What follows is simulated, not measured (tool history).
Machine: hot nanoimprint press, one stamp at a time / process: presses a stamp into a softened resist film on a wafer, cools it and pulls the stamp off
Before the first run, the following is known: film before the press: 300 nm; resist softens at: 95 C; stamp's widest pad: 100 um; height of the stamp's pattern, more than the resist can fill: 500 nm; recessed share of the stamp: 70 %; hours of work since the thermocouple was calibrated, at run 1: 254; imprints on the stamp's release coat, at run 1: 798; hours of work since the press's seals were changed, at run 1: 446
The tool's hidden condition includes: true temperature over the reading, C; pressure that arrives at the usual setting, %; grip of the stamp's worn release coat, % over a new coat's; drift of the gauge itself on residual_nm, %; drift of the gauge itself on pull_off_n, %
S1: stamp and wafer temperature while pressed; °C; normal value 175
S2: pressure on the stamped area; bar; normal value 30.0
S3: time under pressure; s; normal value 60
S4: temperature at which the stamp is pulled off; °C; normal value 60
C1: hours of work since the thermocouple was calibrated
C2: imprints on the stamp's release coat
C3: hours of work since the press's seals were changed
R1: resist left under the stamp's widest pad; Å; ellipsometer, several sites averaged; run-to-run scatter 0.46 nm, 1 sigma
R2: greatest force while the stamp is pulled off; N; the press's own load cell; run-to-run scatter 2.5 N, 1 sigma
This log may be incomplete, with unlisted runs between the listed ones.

{"run": 1, "day": 0.0, "S1": 175, "S2": 30.0, "S3": 60, "S4": 60, "C1": 254, "C2": 798, "C3": 446, "R1": 1352, "R2": 228}
{"run": 2, "day": 0.688, "S1": 175, "S2": 30.0, "S3": 60, "S4": 60, "C1": 263, "C2": 839, "C3": 455, "R1": 1363, "R2": 227}
{"day": 1.421, "done": "stamp cleaned and given a new release coat"}
{"run": 3, "day": 2.442, "S1": 175, "S2": 30.0, "S3": 60, "S4": 60, "C1": 283, "C2": 60, "C3": 475, "R1": 1361, "R2": 196}
{"run": 4, "day": 3.854, "S1": 175, "S2": 30.0, "S3": 60, "S4": 60, "C1": 301, "C2": 144, "C3": 494, "R1": 1354, "R2": 206}
{"run": 5, "day": 4.575, "S1": 175, "S2": 30.0, "S3": 60, "S4": 60, "C1": 311, "C2": 187, "C3": 503, "R1": 1368, "R2": 197}
{"run": 6, "day": 5.675, "S1": 175, "S2": 30.0, "S3": 60, "S4": 60, "C1": 325, "C2": 252, "C3": 518, "R1": 1368, "R2": 199}
{"run": 7, "day": 6.471, "S1": 175, "S2": 26.3, "S3": 60, "S4": 60, "C1": 336, "C2": 299, "C3": 528, "R1": 1454, "R2": 209}
{"run": 8, "day": 7.817, "S1": 175, "S2": 30.0, "S3": 60, "S4": 60, "C1": 353, "C2": 379, "C3": 546, "R1": 1373, "R2": 209}
{"run": 9, "day": 8.971, "S1": 175, "S2": 30.0, "S3": 60, "S4": 60, "C1": 369, "C2": 447, "C3": 561, "R1": 1366, "R2": 212}
{"run": 10, "day": 10.092, "S1": 175, "S2": 30.0, "S3": 60, "S4": 60, "C1": 383, "C2": 513, "C3": 576, "R1": 1373, "R2": 220}
{"run": 11, "day": 11.533, "S1": 175, "S2": 30.0, "S3": 87, "S4": 60, "C1": 402, "C2": 599, "C3": 595, "R1": 1213, "R2": 222}
{"run": 12, "day": 12.458, "S1": 175, "S2": 30.0, "S3": 87, "S4": 60, "C1": 415, "C2": 654, "C3": 607, "R1": 1215, "R2": 223}
{"run": 13, "day": 13.638, "S1": 175, "S2": 30.0, "S3": 87, "S4": 60, "C1": 430, "C2": 723, "C3": 622, "R1": 1220, "R2": 224}
{"run": 14, "day": 14.812, "S1": 175, "S2": 30.0, "S3": 60, "S4": 61, "C1": 445, "C2": 793, "C3": 638, "R1": 1386, "R2": 224}
{"day": 15.696, "done": "plate thermocouple calibrated"}
{"run": 15, "day": 15.871, "S1": 175, "S2": 30.0, "S3": 60, "S4": 60, "C1": 2, "C2": 848, "C3": 650, "R1": 1324, "R2": 223}
{"day": 16.458, "done": "stamp cleaned and given a new release coat"}
{"run": 16, "day": 17.05, "S1": 175, "S2": 30.0, "S3": 60, "S4": 60, "C1": 15, "C2": 35, "C3": 662, "R1": 1326, "R2": 192}
{"run": 17, "day": 18.021, "S1": 175, "S2": 30.0, "S3": 115, "S4": 60, "C1": 27, "C2": 93, "C3": 675, "R1": 1057, "R2": 194}
{"run": 18, "day": 19.142, "S1": 175, "S2": 30.0, "S3": 115, "S4": 60, "C1": 42, "C2": 159, "C3": 690, "R1": 1059, "R2": 196}
{"run": 19, "day": 20.058, "S1": 175, "S2": 24.2, "S3": 72, "S4": 60, "C1": 54, "C2": 214, "C3": 702, "R1": 1398, "R2": 199}
{"run": 20, "day": 20.717, "S1": 175, "S2": 24.2, "S3": 72, "S4": 60, "C1": 63, "C2": 252, "C3": 710, "R1": 1400, "R2": 199}
{"run": 21, "day": 21.517, "S1": 175, "S2": 19.9, "S3": 68, "S4": 60, "C1": 73, "C2": 300, "C3": 721, "R1": 1586, "R2": 202}
{"run": 22, "day": 22.408, "S1": 175, "S2": 19.9, "S3": 68, "S4": 60, "C1": 85, "C2": 353, "C3": 733, "R1": 1572, "R2": 206}
{"run": 23, "day": 23.825, "S1": 175, "S2": 19.9, "S3": 68, "S4": 60, "C1": 104, "C2": 437, "C3": 751, "R1": 1585, "R2": 212}
{"run": 24, "day": 24.679, "S1": 170, "S2": 31.0, "S3": 60, "S4": 47, "C1": 115, "C2": 487, "C3": 762, "R1": 1505, "R2": 265}
{"run": 25, "day": 25.862, "S1": 170, "S2": 31.0, "S3": 60, "S4": 58, "C1": 130, "C2": 557, "C3": 778, "R1": 1493, "R2": 224}
{"run": 26, "day": 26.588, "S1": 172, "S2": 35.9, "S3": 101, "S4": 58, "C1": 140, "C2": 600, "C3": 788, "R1": 1102, "R2": 219}
{"run": 27, "day": 27.333, "S1": 169, "S2": 30.0, "S3": 104, "S4": 60, "C1": 150, "C2": 644, "C3": 797, "R1": 1309, "R2": 220}
{"run": 28, "day": 28.367, "S1": 176, "S2": 30.0, "S3": 58, "S4": 58, "C1": 163, "C2": 706, "C3": 811, "R1": 1331, "R2": 230}
{"run": 29, "day": 29.133, "S1": 165, "S2": 22.6, "S3": 32, "S4": 60, "C1": 173, "C2": 751, "C3": 821, "R1": 2271, "R2": 224}

For each entry between runs, how does the tool's hidden state at the last listed run before it compare with that at the first listed run after it?
Logged between run 2 and run 3: stamp cleaned and given a new release coat (day 1.421)
  true temperature over the reading, C: -0.92 -> -0.99; pressure that arrives at the usual setting, %: 97.92 -> 97.83; grip of the stamp's worn release coat, % over a new coat's: 16.6 -> 1.2
  measured value less the no-hidden-state value, R1: +48 -> +50 Å; R2: +36 -> +6 N
Logged between run 14 and run 15: plate thermocouple calibrated (day 15.696)
  true temperature over the reading, C: -1.5 -> 0.14; pressure that arrives at the usual setting, %: 97.1 -> 97.04; grip of the stamp's worn release coat, % over a new coat's: 15.7 -> 16.8
  measured value less the no-hidden-state value, R1: +74 -> +16 Å; R2: +37 -> +31 N
Logged between run 15 and run 16: stamp cleaned and given a new release coat (day 16.458)
  true temperature over the reading, C: 0.14 -> 0.1; pressure that arrives at the usual setting, %: 97.04 -> 96.99; grip of the stamp's worn release coat, % over a new coat's: 16.8 -> 0.7
  measured value less the no-hidden-state value, R1: +16 -> +18 Å; R2: +31 -> +1 N
